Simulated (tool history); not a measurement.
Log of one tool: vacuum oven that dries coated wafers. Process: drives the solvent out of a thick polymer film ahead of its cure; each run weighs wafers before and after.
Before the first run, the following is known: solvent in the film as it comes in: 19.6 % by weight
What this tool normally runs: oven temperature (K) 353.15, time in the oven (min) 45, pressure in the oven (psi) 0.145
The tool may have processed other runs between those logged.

run	hour	oven temperature (K)	time in the oven (min)	pressure in the oven (psi)	solvent left in the film (%)
1	0	353.15	45	0.145	4.77
2	11.4	353.15	27	0.145	7.62
3	23.3	353.15	45	0.145	4.75
4	33.6	353.15	45	0.145	4.74
5	42.9	353.15	45	0.145	4.73
6	48.9	353.15	45	0.145	4.69
7	55.6	353.15	45	0.145	4.72
8	65.1	353.15	46	0.222	4.77
9	75.5	363.15	46	0.099	1.35
10	83.9	366.15	31	0.162	2.09
11	89.5	366.15	31	0.162	2.09

Predict each of these 5 candidate next runs independently; none follows another, all start after run 11:
A	99.9	363.15	31	0.162	?
B	99.9	345.15	45	0.116	?
C	99.9	362.15	26	0.132	?
D	99.9	341.15	45	0.145	?
E	99.9	352.15	61	0.249	?

run	solvent left in the film (%)
A	3.02
B	7.91
C	4.15
D	9.67
E	3.8
Without the tool's hidden state the same runs would have given:
run	solvent left in the film (%)
A	3.04
B	7.94
C	4.17
D	9.7
E	3.83
